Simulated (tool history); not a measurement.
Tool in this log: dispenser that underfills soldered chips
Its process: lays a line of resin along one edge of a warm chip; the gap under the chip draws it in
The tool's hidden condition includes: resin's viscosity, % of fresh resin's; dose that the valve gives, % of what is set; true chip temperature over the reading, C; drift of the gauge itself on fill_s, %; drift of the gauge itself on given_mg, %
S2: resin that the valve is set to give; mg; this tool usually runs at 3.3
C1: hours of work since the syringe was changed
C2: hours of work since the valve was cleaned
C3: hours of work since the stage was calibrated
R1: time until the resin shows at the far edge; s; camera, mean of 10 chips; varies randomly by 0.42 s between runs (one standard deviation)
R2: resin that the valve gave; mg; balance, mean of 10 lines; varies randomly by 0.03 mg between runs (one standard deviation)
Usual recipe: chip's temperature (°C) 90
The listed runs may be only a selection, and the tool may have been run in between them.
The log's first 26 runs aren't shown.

Run 27, day 5.971: usual settings but chip's temperature (°C) 82, S2 3.86 mg; C1 4; C2 38; C3 107. Result: R1 51.5 s, R2 3.71 mg.
At day 6.142: new syringe of resin.
Run 28, day 6.142: usual settings but chip's temperature (°C) 77, S2 3.23 mg; C1 0; C2 40; C3 109. Result: R1 44.5 s, R2 3.13 mg.
Run 29, day 6.383: usual settings but chip's temperature (°C) 95, S2 3.44 mg; C1 3; C2 44; C3 112. Result: R1 33.7 s, R2 3.26 mg.
Run 30, day 6.571: usual settings but chip's temperature (°C) 91, S2 2.92 mg; C1 6; C2 47; C3 115. Result: R1 48.7 s, R2 2.81 mg.
At day 6.6: new syringe of resin.
Run 31, day 6.717: usual settings but chip's temperature (°C) 91, S2 4.16 mg; C1 2; C2 48; C3 117. Result: R1 32.8 s, R2 4.02 mg.
Run 32, day 6.975: usual settings but chip's temperature (°C) 93, S2 3.79 mg; C1 5; C2 52; C3 121. Result: R1 41.2 s, R2 3.57 mg.
At day 7.062: new syringe of resin.
Run 33, day 7.212: usual settings but chip's temperature (°C) 93, S2 3.79 mg; C1 2; C2 55; C3 124. Result: R1 32.5 s, R2 3.6 mg.
Run 34, day 7.446: usual settings but chip's temperature (°C) 76, S2 2.94 mg; C1 6; C2 59; C3 127. Result: R1 70.1 s, R2 2.8 mg.
At day 7.538: new syringe of resin.
Run 35, day 7.758: usual settings but chip's temperature (°C) 87; C1 3; C2 63; C3 132. Result: R1 43 s, R2 3.14 mg.

Consider 3 possible next runs. They are alternatives, not a sequence: every one starts from the tool as it was left by run 35. What does each give?
Run A, day 7.954: usual settings but chip's temperature (°C) 102, S2 3.19 mg; C1 6; C2 66; C3 134. Result: R1 ?, R2 ?.
Run B, day 7.954: usual settings but chip's temperature (°C) 84, S2 4.29 mg; C1 6; C2 66; C3 134. Result: R1 ?, R2 ?.
Run C, day 7.954: usual settings but S2 3.17 mg; C1 6; C2 66; C3 134. Result: R1 ?, R2 ?.

run    R1    R2
  A  35.3  3.07
  B  57.4  4.09
  C  47.7  2.98
Take away the tool's hidden state, keep each run's random variation, and the runs would have read:
run    R1    R2
  A  21.4  3.25
  B  34.8  4.34
  C  28.4  3.17

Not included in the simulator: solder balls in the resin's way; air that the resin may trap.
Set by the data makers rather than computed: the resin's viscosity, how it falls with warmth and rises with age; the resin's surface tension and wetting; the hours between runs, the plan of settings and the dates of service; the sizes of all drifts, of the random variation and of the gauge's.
